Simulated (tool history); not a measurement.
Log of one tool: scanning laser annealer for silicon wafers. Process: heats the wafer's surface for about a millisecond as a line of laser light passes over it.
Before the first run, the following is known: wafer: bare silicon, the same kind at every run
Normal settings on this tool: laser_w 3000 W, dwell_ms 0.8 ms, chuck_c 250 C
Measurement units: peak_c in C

run,hour,laser_w,dwell_ms,chuck_c,peak_c
1,0,3000,0.8,250,1019
2,6.1,3000,0.8,250,1017
3,18.4,3000,0.8,250,1016
4,31.1,3000,0.8,250,1016
5,39.6,3000,0.8,250,1013
6,53.9,3000,0.8,250,1014
7,60.9,2933,0.8,250,996
8,68.6,2596,0.763,251,903
# hour 78.2: window over the wafer cleaned
9,79.6,2596,0.763,224,906
10,88.1,2774,0.793,229,971
11,98.8,3081,0.793,225,1042
12,112.9,3000,0.8,217,1019
13,123.4,3000,0.8,217,1020

Predict each of these 4 candidate next runs independently; none follows another, all start after run 13:
A,136.7,2921,0.647,277,?
B,136.7,3149,0.749,250,?
C,136.7,3000,0.685,259,?
D,136.7,3000,0.8,226,?

run,peak_c
A,972
B,1053
C,990
D,1025
With the hidden condition removed and each run's random variation left untouched, the same runs would have given:
run,peak_c
A,981
B,1064
C,1000
D,1036
